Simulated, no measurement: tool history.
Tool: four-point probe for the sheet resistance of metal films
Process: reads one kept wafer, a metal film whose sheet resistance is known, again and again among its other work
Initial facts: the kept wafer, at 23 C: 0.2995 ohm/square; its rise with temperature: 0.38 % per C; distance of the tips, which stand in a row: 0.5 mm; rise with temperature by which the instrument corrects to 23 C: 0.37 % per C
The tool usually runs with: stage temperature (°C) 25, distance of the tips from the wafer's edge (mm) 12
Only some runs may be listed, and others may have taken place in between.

| run | hour | stage temperature (°C) | distance of the tips from the wafer's edge (mm) | sheet resistance as the instrument gives it (ohm/square) |
|---|---|---|---|---|
| 1 | 0 | 25 | 12 | 0.29772 |
| 2 | 60.3 | 25 | 12 | 0.297556 |
| 3 | 120.9 | 25 | 12 | 0.297689 |
| 4 | 168.3 | 25 | 12 | 0.297573 |
| 5 | 252.2 | 25 | 20 | 0.297326 |
| 6 | 325.2 | 25 | 12 | 0.297464 |
| 7 | 401.9 | 25 | 12 | 0.297355 |
| 8 | 479.5 | 25 | 12 | 0.297259 |
| 9 | 516.8 | 25 | 12 | 0.297316 |
| 10 | 576.9 | 25 | 12 | 0.297208 |
| 11 | 635.5 | 25 | 12 | 0.297165 |
| 12 | 710.5 | 25 | 12 | 0.297185 |
|  | 714.3 | stage's thermometer calibrated |
| 13 | 790.7 | 25 | 12 | 0.297258 |
|  | 834.3 | stage's thermometer calibrated, once more |
| 14 | 834.3 | 25 | 12 | 0.296703 |
| 15 | 883.8 | 25 | 12 | 0.2967 |
| 16 | 921.4 | 24 | 5 | 0.298018 |
| 17 | 963.2 | 19 | 64 | 0.296169 |
| 18 | 1011.3 | 30 | 47 | 0.296363 |
| 19 | 1053.2 | 27 | 7 | 0.297285 |
| 20 | 1102.4 | 30 | 14 | 0.296667 |
| 21 | 1177.5 | 22 | 12 | 0.296412 |
| 22 | 1233.8 | 22 | 12 | 0.296397 |
| 23 | 1289.9 | 22 | 30 | 0.295993 |
|  | 1320.2 | new probe head fitted |
| 24 | 1357 | 22 | 30 | 0.299228 |
| 25 | 1394.4 | 20 | 7 | 0.299806 |
| 26 | 1436.3 | 20 | 7 | 0.299824 |
| 27 | 1500.9 | 20 | 7 | 0.299783 |

A few steps of sheet resistance as the instrument gives it (ohm/square) between consecutive runs. Split each: what settings, incoming material and random variation would produce without the hidden state, and what is left over for the hidden state, along with gauge scatter present in only one of the two compared results (measured, and without hidden state):
The hidden state here: inner tips' distance over the nominal, %; tips' flats over new ones', %; wafer's true temperature over the reading, C; drift of the gauge itself on sheet_ohm, %.
Run 13 -> 14: stage's thermometer calibrated, once more. sheet resistance as the instrument gives it (ohm/square) -0.000555: hidden state -0.000503, all else -0.000052.
Run 16 -> 17: stage temperature (°C) 24 -> 19, distance of the tips from the wafer's edge (mm) 5 -> 64. sheet resistance as the instrument gives it (ohm/square) -0.001849: hidden state -0.000014, all else -0.001835.
Run 23 -> 24: new probe head fitted. sheet resistance as the instrument gives it (ohm/square) +0.003235: hidden state +0.003127, all else +0.000108.
